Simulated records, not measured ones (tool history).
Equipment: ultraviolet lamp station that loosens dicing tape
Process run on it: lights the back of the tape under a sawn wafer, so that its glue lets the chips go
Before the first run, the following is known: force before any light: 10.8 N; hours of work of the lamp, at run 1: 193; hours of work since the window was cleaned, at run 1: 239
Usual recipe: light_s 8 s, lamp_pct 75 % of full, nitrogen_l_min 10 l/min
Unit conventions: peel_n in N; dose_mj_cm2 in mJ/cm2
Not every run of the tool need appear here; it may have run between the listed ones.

| run | hour | light_s | lamp_pct | nitrogen_l_min | hours of work of the lamp | hours of work since the window was cleaned | peel_n | dose_mj_cm2 |
|---|---|---|---|---|---|---|---|---|
| 1 | 0.0 | 8 | 75 | 10 | 193 | 239 | 1.333 | 493 |
| 2 | 7.5 | 8 | 75 | 10 | 197 | 243 | 1.345 | 488 |
| 3 | 14.2 | 8 | 75 | 10 | 200 | 246 | 1.365 | 488 |
| 4 | 25.5 | 8 | 75 | 10 | 205 | 251 | 1.348 | 486 |
| 5 | 37.5 | 8 | 75 | 10 | 211 | 257 | 1.391 | 485 |
| 6 | 48.7 | 8 | 75 | 10 | 216 | 262 | 1.346 | 484 |
| 7 | 62.2 | 8 | 75 | 16 | 222 | 268 | 1.116 | 483 |
| 8 | 73.9 | 8 | 75 | 16 | 228 | 274 | 1.141 | 480 |
| 9 | 84.3 | 8 | 75 | 16 | 232 | 279 | 1.140 | 481 |
| 10 | 91.8 | 8 | 75 | 16 | 236 | 282 | 1.119 | 479 |
| 11 | 103.5 | 8 | 75 | 16 | 241 | 288 | 1.132 | 480 |
| 12 | 109.7 | 8 | 75 | 16 | 244 | 290 | 1.138 | 476 |
|  | 111.1 | window cleaned of glue's vapour |
| 13 | 124.5 | 8 | 75 | 16 | 251 | 6 | 1.200 | 469 |
| 14 | 133.1 | 8 | 75 | 16 | 255 | 10 | 1.170 | 467 |
| 15 | 143.0 | 8 | 75 | 16 | 260 | 15 | 1.188 | 466 |
|  | 154.9 | window cleaned of glue's vapour, once more |
| 16 | 155.0 | 8 | 79 | 3 | 265 | 0 | 2.107 | 540 |
| 17 | 163.6 | 8 | 86 | 15 | 269 | 4 | 0.738 | 589 |
| 18 | 178.1 | 8 | 85 | 10 | 276 | 11 | 0.896 | 580 |
| 19 | 187.0 | 12 | 75 | 10 | 280 | 15 | 0.467 | 758 |
| 20 | 196.5 | 5 | 69 | 10 | 284 | 19 | 3.047 | 290 |
| 21 | 209.5 | 5 | 69 | 9 | 290 | 25 | 3.297 | 287 |
| 22 | 220.3 | 8 | 75 | 7 | 295 | 31 | 1.541 | 504 |
| 23 | 231.0 | 8 | 75 | 6 | 300 | 35 | 1.673 | 497 |
| 24 | 241.0 | 8 | 75 | 8 | 305 | 40 | 1.456 | 500 |
| 25 | 249.9 | 8 | 75 | 8 | 309 | 44 | 1.436 | 501 |
| 26 | 258.8 | 8 | 81 | 3 | 313 | 48 | 2.131 | 543 |
| 27 | 271.5 | 8 | 61 | 5 | 319 | 54 | 2.576 | 403 |

For each entry between runs, how does the tool's hidden state at the last listed run before it compare with that at the first listed run after it?
Run 12 -> run 13: window cleaned of glue's vapour (hour 111.1)
  lamp's light, % of a new lamp's: 94.8 -> 94.7; light that the window lets through, % of a clean one's: 92.5 -> 90.5
  measured less the result without the state, peel_n: +0.292 -> +0.350 N; dose_mj_cm2: -67 -> -78 mJ/cm2
Run 15 -> run 16: window cleaned of glue's vapour, once more (hour 154.9)
  lamp's light, % of a new lamp's: 94.5 -> 94.4; light that the window lets through, % of a clean one's: 90.3 -> 99.5
  measured less the result without the state, peel_n: +0.356 -> +0.206 N; dose_mj_cm2: -81 -> -35 mJ/cm2
